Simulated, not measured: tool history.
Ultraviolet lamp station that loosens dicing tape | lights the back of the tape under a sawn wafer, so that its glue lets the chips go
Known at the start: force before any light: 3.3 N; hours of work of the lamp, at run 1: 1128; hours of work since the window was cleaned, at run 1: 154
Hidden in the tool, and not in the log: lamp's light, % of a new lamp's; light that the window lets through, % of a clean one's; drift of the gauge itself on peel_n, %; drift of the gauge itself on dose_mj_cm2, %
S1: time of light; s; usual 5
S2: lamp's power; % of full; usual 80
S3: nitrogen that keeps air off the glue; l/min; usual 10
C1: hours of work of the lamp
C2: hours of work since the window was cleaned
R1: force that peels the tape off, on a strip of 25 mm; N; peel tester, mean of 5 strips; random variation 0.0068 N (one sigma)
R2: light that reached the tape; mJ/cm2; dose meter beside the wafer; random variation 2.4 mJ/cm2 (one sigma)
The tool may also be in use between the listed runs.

run 1 day=0 | S1=5 S2=80 S3=10 | C1=1128 C2=154 | R1=0.45 R2=157
run 2 day=1.638 | S1=5 S2=80 S3=9 | C1=1146 C2=173 | R1=0.469 R2=155
run 3 day=4.475 | S1=5 S2=80 S3=9 | C1=1179 C2=206 | R1=0.497 R2=148
run 4 day=7.225 | S1=5 S2=80 S3=9 | C1=1210 C2=237 | R1=0.512 R2=148
-- day=7.475 window cleaned of glue's vapour
run 5 day=8.838 | S1=5 S2=80 S3=11 | C1=1228 C2=16 | R1=0.438 R2=156
run 6 day=12.392 | S1=5 S2=80 S3=5 | C1=1269 C2=56 | R1=0.61 R2=150
run 7 day=15.425 | S1=5 S2=80 S3=20 | C1=1304 C2=91 | R1=0.391 R2=142
run 8 day=17.312 | S1=5 S2=68 S3=10 | C1=1325 C2=113 | R1=0.61 R2=124
run 9 day=19.275 | S1=5 S2=68 S3=10 | C1=1348 C2=135 | R1=0.665 R2=122
run 10 day=21.658 | S1=5 S2=68 S3=10 | C1=1375 C2=162 | R1=0.659 R2=117
run 11 day=24.15 | S1=5 S2=68 S3=10 | C1=1404 C2=191 | R1=0.697 R2=119
run 12 day=27.654 | S1=5 S2=80 S3=10 | C1=1444 C2=231 | R1=0.578 R2=132
-- day=28.7 window cleaned of glue's vapour
-- day=29.25 lamp changed
run 13 day=29.642 | S1=5 S2=80 S3=10 | C1=4 C2=10 | R1=0.232 R2=249
run 14 day=31.467 | S1=5 S2=80 S3=10 | C1=25 C2=31 | R1=0.245 R2=248
run 15 day=33.246 | S1=5 S2=80 S3=10 | C1=46 C2=51 | R1=0.248 R2=245
run 16 day=36.958 | S1=5 S2=80 S3=10 | C1=88 C2=94 | R1=0.252 R2=240
run 17 day=39.621 | S1=5 S2=80 S3=10 | C1=119 C2=124 | R1=0.253 R2=231
run 18 day=42.533 | S1=5 S2=80 S3=10 | C1=152 C2=158 | R1=0.265 R2=231
run 19 day=45.7 | S1=5 S2=80 S3=10 | C1=188 C2=194 | R1=0.278 R2=222
run 20 day=49.279 | S1=8 S2=80 S3=10 | C1=229 C2=235 | R1=0.18 R2=352
-- day=49.896 window cleaned of glue's vapour
run 21 day=52.062 | S1=10 S2=80 S3=10 | C1=261 C2=25 | R1=0.176 R2=461
run 22 day=55.004 | S1=5 S2=80 S3=10 | C1=294 C2=58 | R1=0.259 R2=228
run 23 day=58.183 | S1=5 S2=80 S3=10 | C1=331 C2=95 | R1=0.287 R2=217
run 24 day=61.358 | S1=5 S2=63 S3=4 | C1=367 C2=131 | R1=0.557 R2=175
run 25 day=63.458 | S1=5 S2=63 S3=4 | C1=391 C2=155 | R1=0.564 R2=168
run 26 day=65.688 | S1=5 S2=64 S3=11 | C1=416 C2=181 | R1=0.382 R2=166
run 27 day=69.483 | S1=5 S2=64 S3=11 | C1=460 C2=224 | R1=0.415 R2=161
-- day=70.892 window cleaned of glue's vapour
run 28 day=72.15 | S1=5 S2=64 S3=11 | C1=490 C2=14 | R1=0.397 R2=167
run 29 day=74.55 | S1=5 S2=80 S3=9 | C1=518 C2=42 | R1=0.293 R2=208
run 30 day=77.688 | S1=5 S2=60 S3=9 | C1=553 C2=78 | R1=0.478 R2=157
run 31 day=79.75 | S1=5 S2=60 S3=9 | C1=577 C2=101 | R1=0.46 R2=153
run 32 day=83.058 | S1=5 S2=60 S3=9 | C1=615 C2=139 | R1=0.49 R2=150
run 33 day=85.95 | S1=7 S2=72 S3=3 | C1=648 C2=172 | R1=0.369 R2=243
run 34 day=87.683 | S1=7 S2=72 S3=3 | C1=668 C2=192 | R1=0.383 R2=241
run 35 day=90.375 | S1=7 S2=72 S3=14 | C1=699 C2=223 | R1=0.23 R2=234
-- day=91.958 window cleaned of glue's vapour
run 36 day=92.317 | S1=4 S2=80 S3=5 | C1=721 C2=4 | R1=0.577 R2=156
run 37 day=95.367 | S1=7 S2=98 S3=6 | C1=755 C2=39 | R1=0.204 R2=334
run 38 day=97.954 | S1=6 S2=90 S3=14 | C1=785 C2=69 | R1=0.211 R2=256
run 39 day=100.812 | S1=6 S2=90 S3=14 | C1=818 C2=101 | R1=0.213 R2=251
run 40 day=103.292 | S1=2 S2=65 S3=5 | C1=846 C2=130 | R1=1.53 R2=59
run 41 day=105.825 | S1=4 S2=76 S3=10 | C1=875 C2=159 | R1=0.548 R2=133
run 42 day=108.604 | S1=4 S2=76 S3=10 | C1=907 C2=190 | R1=0.571 R2=133

Measured less the same run without the tool's hidden state. The same run-to-run variation is in both; the gauge's scatter may not be:
run=1 R1=+0.22 R2=-98
run=2 R1=+0.237 R2=-101
run=3 R1=+0.256 R2=-103
run=4 R1=+0.273 R2=-108
run=5 R1=+0.213 R2=-100
run=6 R1=+0.332 R2=-104
run=7 R1=+0.195 R2=-107
run=8 R1=+0.344 R2=-94
run=9 R1=+0.38 R2=-95
run=10 R1=+0.388 R2=-99
run=11 R1=+0.416 R2=-101
run=12 R1=+0.353 R2=-125
run=13 R1=+0.004 R2=-5
run=14 R1=+0.008 R2=-8
run=15 R1=+0.011 R2=-11
run=16 R1=+0.017 R2=-17
run=17 R1=+0.022 R2=-20
run=18 R1=+0.029 R2=-24
run=19 R1=+0.036 R2=-29
run=20 R1=+0.008 R2=-55
run=21 R1=+0.001 R2=-49
run=22 R1=+0.033 R2=-29
run=23 R1=+0.041 R2=-34
run=24 R1=+0.12 R2=-30
run=25 R1=+0.131 R2=-32
run=26 R1=+0.094 R2=-36
run=27 R1=+0.111 R2=-39
run=28 R1=+0.088 R2=-32
run=29 R1=+0.062 R2=-45
run=30 R1=+0.13 R2=-37
run=31 R1=+0.132 R2=-38
run=32 R1=+0.153 R2=-42
run=33 R1=+0.113 R2=-75
run=34 R1=+0.123 R2=-80
run=35 R1=+0.046 R2=-84
run=36 R1=+0.178 R2=-44
run=37 R1=+0.024 R2=-104
run=38 R1=+0.031 R2=-86
run=39 R1=+0.036 R2=-92
run=40 R1=+0.361 R2=-24
run=41 R1=+0.225 R2=-56
run=42 R1=+0.242 R2=-60

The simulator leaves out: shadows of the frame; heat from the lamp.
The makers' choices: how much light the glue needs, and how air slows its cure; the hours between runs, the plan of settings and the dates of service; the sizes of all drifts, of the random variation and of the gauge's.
